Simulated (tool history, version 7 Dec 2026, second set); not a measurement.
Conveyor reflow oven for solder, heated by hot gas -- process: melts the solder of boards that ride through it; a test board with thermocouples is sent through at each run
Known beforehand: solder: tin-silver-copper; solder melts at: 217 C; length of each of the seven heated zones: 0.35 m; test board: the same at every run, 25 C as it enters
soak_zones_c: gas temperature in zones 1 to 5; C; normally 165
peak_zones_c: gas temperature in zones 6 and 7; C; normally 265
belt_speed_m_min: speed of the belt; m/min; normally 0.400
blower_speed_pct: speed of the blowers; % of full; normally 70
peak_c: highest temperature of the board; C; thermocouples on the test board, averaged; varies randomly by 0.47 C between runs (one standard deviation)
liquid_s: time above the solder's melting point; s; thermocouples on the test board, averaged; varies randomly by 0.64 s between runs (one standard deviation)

{"run": 1, "hour": 0.0, "soak_zones_c": 165, "peak_zones_c": 265, "belt_speed_m_min": 0.4, "blower_speed_pct": 70, "peak_c": 241.9, "liquid_s": 58.6}
{"run": 2, "hour": 12.9, "soak_zones_c": 165, "peak_zones_c": 265, "belt_speed_m_min": 0.4, "blower_speed_pct": 59, "peak_c": 238.9, "liquid_s": 54.5}
{"run": 3, "hour": 25.8, "soak_zones_c": 165, "peak_zones_c": 265, "belt_speed_m_min": 0.4, "blower_speed_pct": 70, "peak_c": 241.4, "liquid_s": 58.7}
{"run": 4, "hour": 32.6, "soak_zones_c": 165, "peak_zones_c": 265, "belt_speed_m_min": 0.4, "blower_speed_pct": 70, "peak_c": 240.3, "liquid_s": 58.2}
{"run": 5, "hour": 43.8, "soak_zones_c": 165, "peak_zones_c": 265, "belt_speed_m_min": 0.4, "blower_speed_pct": 70, "peak_c": 241.3, "liquid_s": 57.3}
{"run": 6, "hour": 52.4, "soak_zones_c": 165, "peak_zones_c": 265, "belt_speed_m_min": 0.4, "blower_speed_pct": 70, "peak_c": 240.4, "liquid_s": 59.0}
{"run": 7, "hour": 65.7, "soak_zones_c": 165, "peak_zones_c": 265, "belt_speed_m_min": 0.4, "blower_speed_pct": 85, "peak_c": 243.0, "liquid_s": 62.9}
{"run": 8, "hour": 77.8, "soak_zones_c": 165, "peak_zones_c": 265, "belt_speed_m_min": 0.4, "blower_speed_pct": 85, "peak_c": 243.1, "liquid_s": 61.5}
{"run": 9, "hour": 85.6, "soak_zones_c": 165, "peak_zones_c": 265, "belt_speed_m_min": 0.4, "blower_speed_pct": 85, "peak_c": 243.3, "liquid_s": 61.9}
{"run": 10, "hour": 96.6, "soak_zones_c": 165, "peak_zones_c": 265, "belt_speed_m_min": 0.4, "blower_speed_pct": 85, "peak_c": 243.1, "liquid_s": 62.4}
{"run": 11, "hour": 102.9, "soak_zones_c": 165, "peak_zones_c": 265, "belt_speed_m_min": 0.4, "blower_speed_pct": 85, "peak_c": 243.0, "liquid_s": 61.4}
{"run": 12, "hour": 111.7, "soak_zones_c": 165, "peak_zones_c": 273, "belt_speed_m_min": 0.4, "blower_speed_pct": 70, "peak_c": 246.9, "liquid_s": 65.7}
{"run": 13, "hour": 124.9, "soak_zones_c": 176, "peak_zones_c": 265, "belt_speed_m_min": 0.4, "blower_speed_pct": 70, "peak_c": 241.9, "liquid_s": 66.5}
{"run": 14, "hour": 132.8, "soak_zones_c": 165, "peak_zones_c": 265, "belt_speed_m_min": 0.4, "blower_speed_pct": 70, "peak_c": 240.0, "liquid_s": 57.0}
{"run": 15, "hour": 142.4, "soak_zones_c": 165, "peak_zones_c": 265, "belt_speed_m_min": 0.4, "blower_speed_pct": 70, "peak_c": 240.4, "liquid_s": 56.7}

Run 16 has not been measured yet. What should we expect?
{"run": 16, "hour": 153.5, "soak_zones_c": 174, "peak_zones_c": 258, "belt_speed_m_min": 0.413, "blower_speed_pct": 71, "peak_c": "?", "liquid_s": "?"}

peak_c: 235.0 C
liquid_s: 50.4 s
Had the tool carried no hidden state, the very same run would have given peak_c 240.8 C, liquid_s 61.5 s.

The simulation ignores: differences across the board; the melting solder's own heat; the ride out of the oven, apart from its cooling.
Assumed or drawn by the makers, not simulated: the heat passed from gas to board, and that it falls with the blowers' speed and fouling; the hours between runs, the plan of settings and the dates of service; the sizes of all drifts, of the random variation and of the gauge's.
